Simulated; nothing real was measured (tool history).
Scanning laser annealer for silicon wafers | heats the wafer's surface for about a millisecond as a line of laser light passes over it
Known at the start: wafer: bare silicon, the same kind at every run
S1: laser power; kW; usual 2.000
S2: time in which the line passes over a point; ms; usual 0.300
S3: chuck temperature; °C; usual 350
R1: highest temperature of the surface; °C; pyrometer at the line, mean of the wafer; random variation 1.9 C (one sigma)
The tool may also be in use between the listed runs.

Run 1, day 0.000: usual settings. Result: R1 1140 °C.
Run 2, day 0.692: usual settings. Result: R1 1141 °C.
Run 3, day 1.262: usual settings. Result: R1 1138 °C.
Run 4, day 1.904: usual settings. Result: R1 1143 °C.
Run 5, day 2.700: usual settings. Result: R1 1139 °C.
Run 6, day 3.567: usual settings but S3 375 °C. Result: R1 1161 °C.
At day 4.208: window over the wafer cleaned.
Run 7, day 4.417: usual settings but S3 375 °C. Result: R1 1187 °C.
Run 8, day 5.575: usual settings but S3 375 °C. Result: R1 1187 °C.
Run 9, day 6.379: usual settings but S3 375 °C. Result: R1 1185 °C.
Run 10, day 7.429: usual settings but S3 375 °C. Result: R1 1186 °C.
Run 11, day 8.462: usual settings but S3 375 °C. Result: R1 1186 °C.
Run 12, day 9.258: usual settings but S3 375 °C. Result: R1 1185 °C.
Run 13, day 9.879: usual settings. Result: R1 1159 °C.
Run 14, day 10.671: usual settings. Result: R1 1159 °C.
Run 15, day 11.654: usual settings. Result: R1 1156 °C.
Run 16, day 12.375: usual settings. Result: R1 1156 °C.
Run 17, day 13.288: usual settings. Result: R1 1155 °C.
Run 18, day 14.371: usual settings. Result: R1 1155 °C.
Run 19, day 15.246: usual settings. Result: R1 1154 °C.
Run 20, day 15.750: usual settings. Result: R1 1152 °C.
Run 21, day 16.496: usual settings. Result: R1 1154 °C.
Run 22, day 17.083: usual settings. Result: R1 1152 °C.
Run 23, day 17.612: usual settings but S1 1.769 kW, S2 0.363 ms, S3 382 °C. Result: R1 1136 °C.
Run 24, day 18.733: usual settings but S1 1.801 kW, S2 0.226 ms, S3 352 °C. Result: R1 974 °C.
At day 19.033: optics aligned, line set to its width.
Run 25, day 19.929: usual settings but S1 1.801 kW, S2 0.226 ms, S3 352 °C. Result: R1 986 °C.
Run 26, day 21.012: usual settings but S1 1.942 kW, S2 0.226 ms, S3 317 °C. Result: R1 1008 °C.
Run 27, day 21.538: usual settings but S1 1.942 kW, S2 0.226 ms, S3 317 °C. Result: R1 1007 °C.
Run 28, day 22.075: usual settings but S1 2.155 kW, S2 0.222 ms, S3 322 °C. Result: R1 1099 °C.
Run 29, day 22.912: usual settings but S1 1.717 kW, S2 0.273 ms, S3 385 °C. Result: R1 1031 °C.
Run 30, day 23.504: usual settings but S1 1.717 kW, S2 0.318 ms, S3 336 °C. Result: R1 1023 °C.
Run 31, day 24.704: usual settings but S1 1.738 kW, S2 0.316 ms. Result: R1 1046 °C.
Run 32, day 25.442: usual settings but S1 1.794 kW, S2 0.222 ms. Result: R1 973 °C.
Run 33, day 26.104: usual settings but S1 1.794 kW, S2 0.222 ms. Result: R1 970 °C.
Run 34, day 27.025: usual settings but S1 2.071 kW, S2 0.367 ms, S3 346 °C. Result: R1 1262 °C.
Run 35, day 27.638: usual settings but S1 2.069 kW, S2 0.301 ms, S3 372 °C. Result: R1 1212 °C.
Run 36, day 28.742: usual settings but S1 1.937 kW, S2 0.378 ms, S3 313 °C. Result: R1 1165 °C.
Run 37, day 29.475: usual settings but S1 1.937 kW, S2 0.258 ms, S3 361 °C. Result: R1 1084 °C.
Run 38, day 30.217: usual settings but S1 2.107 kW, S3 383 °C. Result: R1 1238 °C.
Run 39, day 31.046: usual settings but S2 0.237 ms, S3 377 °C. Result: R1 1103 °C.
Run 40, day 32.258: usual settings but S2 0.283 ms, S3 389 °C. Result: R1 1168 °C.
Run 41, day 32.846: usual settings but S1 1.730 kW, S2 0.252 ms, S3 323 °C. Result: R1 950 °C.
Run 42, day 33.575: usual settings but S1 1.730 kW, S2 0.252 ms, S3 371 °C. Result: R1 995 °C.

Hidden state or all else? Some run-to-run changes of R1, split into what the settings, what came in and random variation would give without the hidden state, and what is left for the hidden state (with any gauge scatter that isn't in both results):
The hidden state here: light that passes the window, % of a clean one's; laser's true power over the reading, %; width of the line over the set one, %; drift of the gauge itself on peak_c, C.
Run 6 -> 7: window over the wafer cleaned. R1 +26 °C: hidden state +26, all else +0.
Run 23 -> 24: S1 1.769 -> 1.801, S2 0.363 -> 0.226, S3 382 -> 352. R1 -162 °C: hidden state +3, all else -165.
Run 24 -> 25: optics aligned, line set to its width. R1 +12 °C: hidden state +7, all else +5.
Run 33 -> 34: S1 1.794 -> 2.071, S2 0.222 -> 0.367, S3 350 -> 346. R1 +292 °C: hidden state -8, all else +300.
Run 40 -> 41: S1 2.000 -> 1.730, S2 0.283 -> 0.252, S3 389 -> 323. R1 -218 °C: hidden state +4, all else -222.

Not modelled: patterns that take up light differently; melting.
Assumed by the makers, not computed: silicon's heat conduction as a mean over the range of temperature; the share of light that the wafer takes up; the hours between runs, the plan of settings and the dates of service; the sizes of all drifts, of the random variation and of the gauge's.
